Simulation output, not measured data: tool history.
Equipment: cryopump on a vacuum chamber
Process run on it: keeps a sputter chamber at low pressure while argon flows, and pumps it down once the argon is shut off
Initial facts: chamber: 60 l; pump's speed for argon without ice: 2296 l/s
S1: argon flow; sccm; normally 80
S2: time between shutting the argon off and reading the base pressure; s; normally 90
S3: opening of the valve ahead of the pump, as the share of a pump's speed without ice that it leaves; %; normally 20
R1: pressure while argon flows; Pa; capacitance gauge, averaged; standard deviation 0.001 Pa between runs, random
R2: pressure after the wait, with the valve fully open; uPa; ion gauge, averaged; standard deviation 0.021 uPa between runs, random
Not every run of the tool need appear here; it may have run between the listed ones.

run 1 hour=0.0 | S1=80 S2=90 S3=20 | R1=0.2967 R2=0.79
run 2 hour=9.0 | S1=80 S2=90 S3=20 | R1=0.2942 R2=0.83
run 3 hour=16.2 | S1=80 S2=90 S3=20 | R1=0.2973 R2=0.81
run 4 hour=29.1 | S1=80 S2=90 S3=20 | R1=0.2954 R2=0.86
run 5 hour=37.5 | S1=80 S2=90 S3=20 | R1=0.2959 R2=0.79
run 6 hour=44.0 | S1=80 S2=90 S3=20 | R1=0.2962 R2=0.80
run 7 hour=54.4 | S1=80 S2=90 S3=20 | R1=0.2953 R2=0.81
run 8 hour=68.8 | S1=139 S2=90 S3=20 | R1=0.5136 R2=0.86
run 9 hour=78.1 | S1=139 S2=90 S3=47 | R1=0.2216 R2=0.87
run 10 hour=86.7 | S1=139 S2=90 S3=47 | R1=0.2202 R2=0.83
run 11 hour=101.5 | S1=139 S2=90 S3=47 | R1=0.2212 R2=0.85
run 12 hour=114.8 | S1=80 S2=90 S3=20 | R1=0.2964 R2=0.83
run 13 hour=126.7 | S1=80 S2=90 S3=20 | R1=0.2963 R2=0.87
run 14 hour=133.2 | S1=80 S2=90 S3=20 | R1=0.2966 R2=0.89
run 15 hour=145.8 | S1=80 S2=90 S3=20 | R1=0.2972 R2=0.83
run 16 hour=152.7 | S1=80 S2=90 S3=20 | R1=0.2976 R2=0.87
run 17 hour=159.1 | S1=80 S2=90 S3=20 | R1=0.2964 R2=0.85
run 18 hour=168.6 | S1=118 S2=134 S3=18 | R1=0.4890 R2=0.76
run 19 hour=182.5 | S1=106 S2=220 S3=54 | R1=0.1486 R2=0.75
run 20 hour=197.7 | S1=80 S2=90 S3=28 | R1=0.2136 R2=0.86
run 21 hour=211.1 | S1=80 S2=90 S3=28 | R1=0.2151 R2=0.87
run 22 hour=220.1 | S1=80 S2=90 S3=28 | R1=0.2145 R2=0.86
run 23 hour=230.6 | S1=44 S2=90 S3=29 | R1=0.1129 R2=0.86
run 24 hour=240.4 | S1=38 S2=35 S3=45 | R1=0.0637 R2=1.26
run 25 hour=252.5 | S1=91 S2=90 S3=26 | R1=0.2607 R2=0.91
run 26 hour=261.7 | S1=91 S2=90 S3=26 | R1=0.2604 R2=0.89
run 27 hour=270.8 | S1=45 S2=125 S3=20 | R1=0.1672 R2=0.84
run 28 hour=283.5 | S1=153 S2=44 S3=49 | R1=0.2369 R2=1.19
run 29 hour=295.4 | S1=80 S2=90 S3=47 | R1=0.1285 R2=0.87
run 30 hour=310.7 | S1=80 S2=90 S3=47 | R1=0.1286 R2=0.87
run 31 hour=321.3 | S1=116 S2=90 S3=38 | R1=0.2305 R2=0.93
run 32 hour=335.1 | S1=116 S2=73 S3=30 | R1=0.2897 R2=0.96
run 33 hour=347.0 | S1=94 S2=47 S3=30 | R1=0.2359 R2=1.19

Forecast each of these 5 alternatives for the next run:
run A hour=357.9 | S1=134 S2=117 S3=15 | R1=? R2=?
run B hour=357.9 | S1=111 S2=62 S3=56 | R1=? R2=?
run C hour=357.9 | S1=80 S2=296 S3=20 | R1=? R2=?
run D hour=357.9 | S1=82 S2=90 S3=20 | R1=? R2=?
run E hour=357.9 | S1=94 S2=47 S3=46 | R1=? R2=?

run=A R1=0.6674 R2=0.88
run=B R1=0.1512 R2=1.00
run=C R1=0.2974 R2=0.77
run=D R1=0.3057 R2=0.91
run=E R1=0.1561 R2=1.15
Without the tool's unlogged condition, the same runs would have read:
run=A R1=0.6607 R2=0.32
run=B R1=0.1457 R2=0.44
run=C R1=0.2934 R2=0.21
run=D R1=0.3016 R2=0.36
run=E R1=0.1514 R2=0.59
